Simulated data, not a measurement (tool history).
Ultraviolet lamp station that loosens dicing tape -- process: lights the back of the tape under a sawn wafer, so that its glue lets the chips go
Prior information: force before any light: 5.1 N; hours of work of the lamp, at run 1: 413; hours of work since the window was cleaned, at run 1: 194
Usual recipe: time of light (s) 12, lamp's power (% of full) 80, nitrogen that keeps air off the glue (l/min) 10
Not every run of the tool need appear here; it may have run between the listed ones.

run	hour	time of light (s)	lamp's power (% of full)	nitrogen that keeps air off the glue (l/min)	hours of work of the lamp	hours of work since the window was cleaned	force that peels the tape off (N)	light that reached the tape (mJ/cm²)
1	0.0	12	80	10	413	194	0.548	399
2	26.1	12	80	11	423	205	0.494	393
3	54.3	20	80	11	435	216	0.268	657
4	83.9	20	80	11	447	228	0.268	650
5	110.7	20	80	11	458	239	0.249	657
6	128.6	20	80	11	465	246	0.274	658
7	156.5	12	80	10	476	258	0.588	391
8	174.4	12	80	10	484	265	0.580	385
9	205.6	12	80	10	496	278	0.589	386
10	229.9	12	80	13	506	288	0.481	386
11	253.5	12	80	13	516	297	0.491	382
12	283.6	12	79	10	528	309	0.610	375
13	299.5	12	67	10	534	316	0.770	317
14	316.5	12	67	10	541	323	0.795	316
15	347.4	12	67	10	554	335	0.788	317
16	361.8	12	67	10	560	341	0.788	312
17	392.7	12	67	10	572	354	0.817	313
18	421.9	12	67	10	584	366	0.811	306
19	437.6	12	67	10	591	372	0.814	311
20	462.4	12	80	7	601	382	0.816	368
21	476.5	12	80	7	606	388	0.776	372
22	506.8	12	80	13	619	400	0.530	365
23	526.1	18	80	13	627	408	0.291	549
24	555.5	11	88	13	638	420	0.521	366
25	573.1	12	62	10	646	427	0.970	283
26	598.4	9	96	5	656	437	1.174	322
27	627.2	12	93	4	668	449	0.925	419
28	652.0	14	80	16	678	459	0.394	419
29	672.7	13	66	3	686	468	1.541	314
30	688.9	12	83	4	693	474	1.122	370
31	719.0	8	78	4	705	486	1.975	228
32	746.1	9	78	7	716	497	1.321	257
33	774.6	9	78	7	727	509	1.342	252
34	794.2	9	79	9	735	517	1.115	258
35	817.6	9	79	9	745	526	1.131	261
36	839.8	9	79	9	754	535	1.130	258
37	853.0	6	90	14	759	541	1.312	194
38	874.0	23	78	4	768	549	0.465	648
39	894.1	15	76	4	776	557	0.977	407
40	925.8	12	80	5	789	570	1.078	345
41	953.7	13	80	5	800	582	0.956	366
42	978.7	10	80	5	810	592	1.335	281
43	1002.6	12	67	10	820	602	0.921	283

Below, some changes in force that peels the tape off (N) between adjacent runs. For each, the amount present without the hidden state too (settings, incoming material, random variation) and the amount remaining for the hidden state with gauge scatter not shared by both compared results:
Hidden state present: lamp's light, % of a new lamp's; light that the window lets through, % of a clean one's; drift of the gauge itself on peel_n, %; drift of the gauge itself on dose_mj_cm2, %.
Run 28 -> 29: time of light (s) 14 -> 13, lamp's power (% of full) 80 -> 66, nitrogen that keeps air off the glue (l/min) 16 -> 3. force that peels the tape off (N) +1.147: hidden state +0.310, all else +0.837.
Run 30 -> 31: time of light (s) 12 -> 8, lamp's power (% of full) 83 -> 78. force that peels the tape off (N) +0.853: hidden state +0.122, all else +0.731.
Run 37 -> 38: time of light (s) 6 -> 23, lamp's power (% of full) 90 -> 78, nitrogen that keeps air off the glue (l/min) 14 -> 4. force that peels the tape off (N) -0.847: hidden state -0.264, all else -0.583.
Run 38 -> 39: time of light (s) 23 -> 15, lamp's power (% of full) 78 -> 76. force that peels the tape off (N) +0.512: hidden state +0.199, all else +0.313.
